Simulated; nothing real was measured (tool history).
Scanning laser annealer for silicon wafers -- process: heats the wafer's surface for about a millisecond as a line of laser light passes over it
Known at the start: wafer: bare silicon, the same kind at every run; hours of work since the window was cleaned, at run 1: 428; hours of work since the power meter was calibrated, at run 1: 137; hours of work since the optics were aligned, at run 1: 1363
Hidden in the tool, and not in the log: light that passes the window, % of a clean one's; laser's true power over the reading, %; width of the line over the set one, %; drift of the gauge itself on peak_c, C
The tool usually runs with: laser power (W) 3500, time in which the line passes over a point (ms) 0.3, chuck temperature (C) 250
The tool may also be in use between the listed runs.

run	hour	laser power (W)	time in which the line passes over a point (ms)	chuck temperature (C)	hours of work since the window was cleaned	hours of work since the power meter was calibrated	hours of work since the optics were aligned	highest temperature of the surface (C)
1	0	3500	0.3	250	428	137	1363	947
2	4.5	3491	0.3	250	431	139	1366	944
3	13.4	3491	0.3	250	436	145	1372	947
4	20.9	3414	0.3	250	441	149	1376	927
5	29.8	3414	0.3	250	446	155	1382	923
6	36.8	3414	0.3	250	451	159	1386	924
7	43.1	3414	0.3	250	454	163	1390	922
8	51.3	3500	0.3	250	459	168	1395	946
9	56.8	3500	0.3	250	463	171	1398	946
10	64.8	3699	0.3	250	468	176	1403	1002
11	74.1	3699	0.3	250	474	182	1409	998
12	78.9	3699	0.3	250	476	185	1412	998
13	85.1	3699	0.3	250	480	189	1416	994
14	92.3	3699	0.3	250	485	193	1420	1001
15	97.7	3500	0.315	250	488	197	1423	958
16	104.1	3500	0.315	250	492	201	1427	961
17	110.8	3501	0.315	250	496	205	1432	959
18	119.8	3500	0.3	216	502	210	1437	908
19	123.9	3500	0.3	216	504	213	1440	909
20	129.8	3500	0.3	216	508	216	1443	910

Estimate the outcome of run 21 from the log above:
21	138.1	3500	0.3	216	513	222	1448	?

Run 21 produced highest temperature of the surface (C) 908.
Take away the tool's hidden state, keep the run-to-run variation as it was, and the same run would have given highest temperature of the surface (C) 956.
